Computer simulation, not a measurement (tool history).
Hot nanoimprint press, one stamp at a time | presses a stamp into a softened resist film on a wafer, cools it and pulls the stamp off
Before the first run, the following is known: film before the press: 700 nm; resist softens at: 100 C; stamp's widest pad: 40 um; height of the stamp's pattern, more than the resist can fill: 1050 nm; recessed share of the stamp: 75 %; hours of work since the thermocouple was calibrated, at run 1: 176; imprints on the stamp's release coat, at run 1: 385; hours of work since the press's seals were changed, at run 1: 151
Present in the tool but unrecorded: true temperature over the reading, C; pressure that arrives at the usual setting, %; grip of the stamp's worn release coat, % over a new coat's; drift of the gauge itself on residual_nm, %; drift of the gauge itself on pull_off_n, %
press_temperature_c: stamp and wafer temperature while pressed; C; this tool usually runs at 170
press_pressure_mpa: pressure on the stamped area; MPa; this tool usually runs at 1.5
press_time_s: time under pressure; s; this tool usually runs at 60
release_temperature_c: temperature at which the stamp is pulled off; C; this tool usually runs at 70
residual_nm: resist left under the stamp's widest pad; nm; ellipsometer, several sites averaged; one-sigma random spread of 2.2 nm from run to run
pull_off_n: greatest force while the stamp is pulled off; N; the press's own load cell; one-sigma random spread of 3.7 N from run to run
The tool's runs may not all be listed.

run,hour,press_temperature_c,press_pressure_mpa,press_time_s,release_temperature_c,hours of work since the thermocouple was calibrated,imprints on the stamp's release coat,hours of work since the press's seals were changed,residual_nm,pull_off_n
1,0,170,1.5,60,70,176,385,151,370.9,193
2,11.2,170,1.5,60,70,184,443,160,373.4,197
3,24.2,170,1.5,60,70,195,511,170,372.4,200
4,37.5,170,1.5,60,70,205,580,180,371.6,197
5,46.1,170,1.5,60,70,211,625,187,372.3,191
6,59.8,160,1.5,60,70,222,697,198,535.7,199
7,70.9,160,1.5,60,70,231,755,206,536.6,208
8,76.8,160,1.5,60,70,235,786,211,540.9,198
9,84.5,160,1.5,60,70,241,826,217,540.4,208
10,94.4,160,1.5,60,70,249,878,224,537.9,203
11,104.3,160,1.5,60,70,256,929,232,536,209
12,113,160,1.5,60,70,263,975,239,542,214
13,125.8,160,1.5,60,70,273,1041,249,538.2,209
14,133.9,170,1.5,60,61,279,1083,255,378.3,256
15,142.8,170,1.5,60,61,286,1130,262,377.2,250
16,150.4,170,1.5,60,61,292,1170,268,378.3,244
17,160.5,158,1.83,60,61,300,1222,275,550.7,247
18,168.7,160,1.45,60,70,306,1265,282,548.4,226
19,176.4,160,1.45,60,70,312,1305,288,549.6,223
20,182.2,160,1.45,60,70,316,1336,292,544.8,227
21,188.7,182,1.5,52,70,321,1370,297,237.8,224
22,195.8,170,1.5,48,70,327,1407,303,410.6,229
23,209.5,170,1.5,48,70,337,1478,313,408.5,235
24,217.8,176,1.69,116,66,344,1521,320,211.2,239
# hour 235.3: stamp cleaned and given a new release coat
25,237.9,176,1.69,116,62,355,14,330,210.1,206
26,250.5,164,1.5,60,71,364,80,340,478.3,185
27,256.2,164,1.5,60,71,369,110,345,483.5,184
28,267.9,178,2.11,56,76,378,170,354,236.6,173
29,279.8,171,2.11,39,76,387,233,363,374,175
30,293.8,175,2.11,67,76,398,306,374,253.9,175
# hour 303.5: plate thermocouple calibrated
31,304.3,175,2.11,67,76,1,345,379,242.3,171

What if the next run were any one of these 3? Each begins from the tool's condition after run 31:
A,311.1,158,1.5,60,70,6,380,385,?,?
B,311.1,173,1.47,42,70,6,380,385,?,?
C,311.1,182,2.11,85,76,6,380,385,?,?

run,residual_nm,pull_off_n
A,565.4,189
B,371.8,197
C,156.3,178
Stripped of hidden state, with their random variation kept, the same runs would have yielded:
run,residual_nm,pull_off_n
A,560,177
B,366,184
C,153,166

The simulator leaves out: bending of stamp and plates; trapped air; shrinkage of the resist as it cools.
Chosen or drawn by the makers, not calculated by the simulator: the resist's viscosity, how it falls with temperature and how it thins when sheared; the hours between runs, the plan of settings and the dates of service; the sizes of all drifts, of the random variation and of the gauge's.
